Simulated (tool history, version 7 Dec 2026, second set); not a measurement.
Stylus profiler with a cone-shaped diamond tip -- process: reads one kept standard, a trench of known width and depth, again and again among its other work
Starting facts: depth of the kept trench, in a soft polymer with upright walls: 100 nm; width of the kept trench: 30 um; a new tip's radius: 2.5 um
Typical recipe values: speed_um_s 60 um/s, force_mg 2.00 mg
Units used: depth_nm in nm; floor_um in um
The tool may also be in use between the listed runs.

| run | hour | speed_um_s | force_mg | depth_nm | floor_um |
|---|---|---|---|---|---|
| 1 | 0.0 | 60 | 2.00 | 100.47 | 28.23 |
| 2 | 63.6 | 60 | 2.00 | 100.52 | 28.20 |
| 3 | 100.9 | 60 | 2.00 | 100.46 | 28.23 |
| 4 | 165.6 | 60 | 2.00 | 100.46 | 28.23 |
| 5 | 232.9 | 60 | 2.00 | 100.43 | 28.23 |
| 6 | 265.1 | 60 | 2.00 | 100.44 | 28.21 |
| 7 | 301.3 | 60 | 2.00 | 100.44 | 28.25 |
| 8 | 370.1 | 60 | 2.00 | 100.51 | 28.22 |
| 9 | 431.3 | 60 | 2.00 | 100.51 | 28.20 |
| 10 | 471.3 | 60 | 2.00 | 100.49 | 28.21 |
| 11 | 513.4 | 60 | 5.74 | 101.08 | 28.22 |
| 12 | 543.2 | 60 | 5.74 | 101.04 | 28.21 |
| 13 | 581.6 | 106 | 5.74 | 101.14 | 28.23 |
| 14 | 644.0 | 60 | 2.84 | 100.56 | 28.18 |
| 15 | 691.9 | 60 | 3.52 | 100.61 | 28.19 |
| 16 | 733.3 | 60 | 3.52 | 100.66 | 28.26 |
| 17 | 793.3 | 60 | 2.00 | 100.38 | 28.18 |
| 18 | 848.4 | 60 | 4.42 | 100.86 | 28.20 |
| 19 | 884.5 | 186 | 2.00 | 100.37 | 27.85 |
|  | 914.3 | height scale calibrated on a step standard |
| 20 | 923.3 | 186 | 2.00 | 100.36 | 27.83 |
| 21 | 986.0 | 186 | 2.00 | 100.27 | 27.86 |
| 22 | 1017.4 | 186 | 2.00 | 100.27 | 27.83 |
| 23 | 1071.2 | 186 | 2.00 | 100.23 | 27.82 |
|  | 1114.0 | height scale calibrated on a step standard, once more |
| 24 | 1137.6 | 186 | 2.00 | 100.61 | 27.88 |
| 25 | 1175.6 | 186 | 2.00 | 100.61 | 27.84 |
| 26 | 1234.8 | 25 | 3.22 | 100.87 | 28.25 |
| 27 | 1289.4 | 98 | 0.72 | 100.33 | 27.85 |
| 28 | 1355.2 | 170 | 1.36 | 100.49 | 27.78 |
| 29 | 1390.4 | 39 | 0.74 | 100.28 | 28.09 |
| 30 | 1450.9 | 28 | 2.84 | 100.73 | 28.15 |
| 31 | 1496.5 | 105 | 1.09 | 100.43 | 27.86 |
| 32 | 1543.6 | 105 | 1.09 | 100.40 | 27.85 |
| 33 | 1587.6 | 105 | 1.09 | 100.41 | 27.92 |
| 34 | 1628.4 | 105 | 1.09 | 100.40 | 27.84 |
| 35 | 1672.4 | 88 | 0.75 | 100.30 | 27.88 |
| 36 | 1728.4 | 60 | 1.13 | 100.33 | 28.06 |
| 37 | 1781.0 | 60 | 1.13 | 100.40 | 28.02 |
| 38 | 1848.9 | 132 | 1.28 | 100.42 | 27.82 |
| 39 | 1911.3 | 119 | 2.00 | 100.53 | 27.92 |
| 40 | 1943.2 | 119 | 2.00 | 100.55 | 27.95 |
| 41 | 1972.1 | 17 | 2.00 | 100.57 | 28.13 |
| 42 | 2017.8 | 135 | 1.72 | 100.45 | 27.84 |
| 43 | 2052.0 | 46 | 3.05 | 100.79 | 28.19 |
| 44 | 2119.3 | 60 | 1.51 | 100.41 | 28.04 |
| 45 | 2184.5 | 128 | 2.94 | 100.74 | 27.89 |

Had the tool no unlogged condition, and each run kept its random variation, what would the results have been?
Hidden conditions of the tool in this case: radius of the tip, um; height scale over the true one, %; drift of the gauge itself on depth_nm, %; drift of the gauge itself on floor_um, %.
| run | depth_nm | floor_um |
|---|---|---|
| 1 | 100.64 | 28.45 |
| 2 | 100.69 | 28.42 |
| 3 | 100.64 | 28.46 |
| 4 | 100.65 | 28.46 |
| 5 | 100.62 | 28.47 |
| 6 | 100.63 | 28.45 |
| 7 | 100.64 | 28.49 |
| 8 | 100.71 | 28.47 |
| 9 | 100.72 | 28.45 |
| 10 | 100.70 | 28.46 |
| 11 | 101.30 | 28.48 |
| 12 | 101.26 | 28.47 |
| 13 | 101.37 | 28.50 |
| 14 | 100.79 | 28.45 |
| 15 | 100.84 | 28.46 |
| 16 | 100.89 | 28.54 |
| 17 | 100.62 | 28.46 |
| 18 | 101.10 | 28.48 |
| 19 | 100.62 | 28.14 |
| 20 | 100.71 | 28.12 |
| 21 | 100.63 | 28.16 |
| 22 | 100.63 | 28.13 |
| 23 | 100.60 | 28.12 |
| 24 | 100.60 | 28.19 |
| 25 | 100.61 | 28.15 |
| 26 | 100.88 | 28.57 |
| 27 | 100.34 | 28.18 |
| 28 | 100.51 | 28.11 |
| 29 | 100.29 | 28.43 |
| 30 | 100.75 | 28.49 |
| 31 | 100.45 | 28.20 |
| 32 | 100.43 | 28.20 |
| 33 | 100.45 | 28.27 |
| 34 | 100.43 | 28.19 |
| 35 | 100.33 | 28.24 |
| 36 | 100.37 | 28.42 |
| 37 | 100.44 | 28.39 |
| 38 | 100.48 | 28.19 |
| 39 | 100.59 | 28.30 |
| 40 | 100.62 | 28.33 |
| 41 | 100.64 | 28.51 |
| 42 | 100.52 | 28.22 |
| 43 | 100.86 | 28.58 |
| 44 | 100.49 | 28.44 |
| 45 | 100.83 | 28.29 |

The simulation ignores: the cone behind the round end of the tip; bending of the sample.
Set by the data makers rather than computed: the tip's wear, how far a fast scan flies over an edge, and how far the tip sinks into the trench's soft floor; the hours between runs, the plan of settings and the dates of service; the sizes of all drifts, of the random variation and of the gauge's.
